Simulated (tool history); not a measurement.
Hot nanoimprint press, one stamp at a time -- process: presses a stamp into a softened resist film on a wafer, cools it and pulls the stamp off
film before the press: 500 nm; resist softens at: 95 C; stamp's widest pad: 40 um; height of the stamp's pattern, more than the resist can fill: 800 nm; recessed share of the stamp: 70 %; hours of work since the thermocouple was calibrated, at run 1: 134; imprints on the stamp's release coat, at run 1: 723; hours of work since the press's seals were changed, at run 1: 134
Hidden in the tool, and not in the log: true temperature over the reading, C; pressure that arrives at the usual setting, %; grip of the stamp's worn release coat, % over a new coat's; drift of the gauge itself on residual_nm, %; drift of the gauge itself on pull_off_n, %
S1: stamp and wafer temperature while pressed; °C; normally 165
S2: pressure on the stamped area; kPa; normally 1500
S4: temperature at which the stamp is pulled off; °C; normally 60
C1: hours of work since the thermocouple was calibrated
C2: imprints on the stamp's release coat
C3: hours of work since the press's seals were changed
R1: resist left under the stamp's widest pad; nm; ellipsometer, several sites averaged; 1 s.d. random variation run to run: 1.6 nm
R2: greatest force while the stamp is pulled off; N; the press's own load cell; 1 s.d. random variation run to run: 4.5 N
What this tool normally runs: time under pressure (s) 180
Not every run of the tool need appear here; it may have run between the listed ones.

Run 1, hour 0.0: usual settings; C1 134; C2 723; C3 134. Result: R1 250.1 nm, R2 287 N.
Run 2, hour 49.4: usual settings; C1 166; C2 896; C3 166. Result: R1 253.1 nm, R2 308 N.
Run 3, hour 79.4: usual settings but S1 176 °C; C1 185; C2 1001; C3 185. Result: R1 163.4 nm, R2 319 N.
Run 4, hour 132.4: usual settings but S1 176 °C; C1 220; C2 1186; C3 220. Result: R1 165.5 nm, R2 340 N.
Run 5, hour 185.6: usual settings; C1 254; C2 1372; C3 254. Result: R1 254.0 nm, R2 362 N.
At hour 212.6: stamp cleaned and given a new release coat.
Run 6, hour 222.7: usual settings but time under pressure (s) 147; C1 274; C2 36; C3 274. Result: R1 280.0 nm, R2 217 N.
Run 7, hour 281.1: usual settings but time under pressure (s) 147; C1 312; C2 240; C3 312. Result: R1 277.5 nm, R2 236 N.
Run 8, hour 323.4: usual settings but time under pressure (s) 147; C1 339; C2 387; C3 339. Result: R1 280.8 nm, R2 254 N.
Run 9, hour 387.3: usual settings; C1 380; C2 610; C3 380. Result: R1 263.3 nm, R2 276 N.
Run 10, hour 447.7: usual settings but S4 47 °C; C1 420; C2 822; C3 420. Result: R1 262.7 nm, R2 327 N.
At hour 469.9: plate thermocouple calibrated.
Run 11, hour 479.8: usual settings but S2 1600 kPa, S4 47 °C; C1 6; C2 923; C3 438. Result: R1 262.4 nm, R2 341 N.
Run 12, hour 544.7: usual settings but S2 1600 kPa, S4 47 °C; C1 48; C2 1150; C3 480. Result: R1 267.3 nm, R2 366 N.
Run 13, hour 611.6: usual settings but S2 1600 kPa, S4 47 °C; C1 92; C2 1384; C3 524. Result: R1 267.0 nm, R2 379 N.
At hour 634.8: stamp cleaned and given a new release coat.
Run 14, hour 665.3: usual settings but S2 1600 kPa, S4 47 °C; C1 122; C2 106; C3 554. Result: R1 269.3 nm, R2 252 N.
Run 15, hour 705.1: usual settings but S2 1600 kPa, S4 47 °C; C1 148; C2 246; C3 580. Result: R1 272.6 nm, R2 272 N.
Run 16, hour 761.7: usual settings but S1 157 °C, S2 1730 kPa; C1 185; C2 443; C3 617. Result: R1 352.5 nm, R2 265 N.
Run 17, hour 826.9: usual settings but S1 157 °C, S2 1730 kPa; C1 227; C2 671; C3 659. Result: R1 352.1 nm, R2 280 N.
Run 18, hour 861.3: usual settings but S1 159 °C, S2 1290 kPa; C1 249; C2 791; C3 681. Result: R1 359.0 nm, R2 306 N.
At hour 883.9: plate thermocouple calibrated, once more.
Run 19, hour 923.0: usual settings but S1 164 °C, S2 1330 kPa, time under pressure (s) 307; C1 25; C2 996; C3 719. Result: R1 221.6 nm, R2 317 N.

Run 20 comes next. What will it give?
Run 20, hour 987.5: usual settings but S1 169 °C, S2 1770 kPa, time under pressure (s) 351, S4 49 °C; C1 67; C2 1222; C3 761. Result: R1 ?, R2 ?.

Run 20 came out at R1 150.2 nm, R2 361 N.
On a tool with no hidden condition, and with the same random variation, this run would have come out at R1 146.5 nm, R2 232 N.
